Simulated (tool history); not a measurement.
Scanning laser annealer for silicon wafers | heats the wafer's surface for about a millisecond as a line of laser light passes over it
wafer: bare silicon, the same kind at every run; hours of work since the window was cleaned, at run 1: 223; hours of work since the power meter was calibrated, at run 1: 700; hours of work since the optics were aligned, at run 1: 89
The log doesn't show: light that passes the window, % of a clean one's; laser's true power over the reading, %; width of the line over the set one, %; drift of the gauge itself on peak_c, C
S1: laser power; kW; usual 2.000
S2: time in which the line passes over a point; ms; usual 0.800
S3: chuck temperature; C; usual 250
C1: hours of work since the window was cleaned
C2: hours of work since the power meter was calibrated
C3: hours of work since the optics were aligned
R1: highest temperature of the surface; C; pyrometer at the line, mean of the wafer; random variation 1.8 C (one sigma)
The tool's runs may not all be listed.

run,hour,S1,S2,S3,C1,C2,C3,R1
1,0.0,2.000,0.800,250,223,700,89,1009
2,58.2,2.000,0.800,247,254,732,120,1001
3,135.3,2.000,0.647,250,296,774,162,929
4,195.9,2.000,0.647,250,329,807,195,927
5,273.1,2.000,0.647,250,371,849,237,927
6,345.3,1.867,0.647,250,411,888,276,871
7,416.3,1.867,0.647,250,449,927,315,867
8,479.5,1.867,0.741,250,483,961,349,904
9,551.2,2.000,0.800,259,522,1000,388,996
10,608.1,2.000,0.800,259,553,1031,419,994
11,675.2,2.000,0.800,259,590,1067,456,991
12,733.6,2.000,0.606,259,622,1099,487,901
13,802.6,2.000,0.606,232,659,1137,525,871
14,840.2,1.842,0.800,250,680,1157,545,905
15,887.7,1.842,0.800,250,705,1183,571,907
16,942.5,1.842,0.800,250,735,1213,601,902
17,1012.2,1.842,0.800,250,773,1251,639,901
18,1058.1,1.842,0.800,250,798,1275,664,901
19,1116.2,1.842,0.800,250,830,1307,695,900
20,1163.8,1.844,0.800,250,855,1333,721,900
21,1196.9,2.000,0.800,250,873,1351,739,967
# hour 1233.6: window over the wafer cleaned
22,1260.3,2.000,0.800,250,15,1384,773,1002
23,1316.0,2.000,0.954,244,45,1415,803,1060
24,1355.6,2.000,0.954,244,66,1436,824,1060
25,1417.1,1.738,0.800,247,100,1470,858,882
26,1456.2,2.153,0.678,236,121,1491,879,994
27,1512.3,2.025,0.888,236,151,1521,910,1032
28,1577.1,2.147,0.800,250,187,1556,945,1062
29,1651.6,1.843,0.680,250,227,1597,985,871
30,1700.9,1.807,0.673,250,254,1624,1012,853
31,1761.3,1.977,0.673,288,287,1657,1045,958
32,1818.6,2.044,0.688,239,318,1688,1076,945
33,1887.7,1.936,0.896,266,356,1725,1114,1012
34,1951.7,1.714,0.890,266,390,1760,1148,901
# hour 2014.4: optics aligned, line set to its width
35,2025.7,2.000,0.776,250,428,1798,6,992
36,2058.9,2.178,0.618,250,446,1816,24,988
37,2122.2,1.921,0.618,236,480,1850,59,868
38,2179.0,1.921,0.618,236,511,1881,89,866
39,2237.2,1.801,0.576,250,543,1913,121,813
40,2275.5,2.181,0.800,261,564,1933,142,1091
41,2312.5,2.181,0.800,261,584,1953,162,1085

Measured less the same run without the tool's hidden state. The same run-to-run variation is in both; the gauge's scatter may not be:
run,R1
1,-13
2,-15
3,-16
4,-18
5,-20
6,-21
7,-23
8,-26
9,-32
10,-34
11,-36
12,-34
13,-35
14,-38
15,-39
16,-40
17,-42
18,-44
19,-46
20,-48
21,-54
22,-15
23,-18
24,-19
25,-17
26,-22
27,-24
28,-28
29,-24
30,-24
31,-29
32,-32
33,-36
34,-33
35,-15
36,-16
37,-16
38,-17
39,-17
40,-26
41,-27

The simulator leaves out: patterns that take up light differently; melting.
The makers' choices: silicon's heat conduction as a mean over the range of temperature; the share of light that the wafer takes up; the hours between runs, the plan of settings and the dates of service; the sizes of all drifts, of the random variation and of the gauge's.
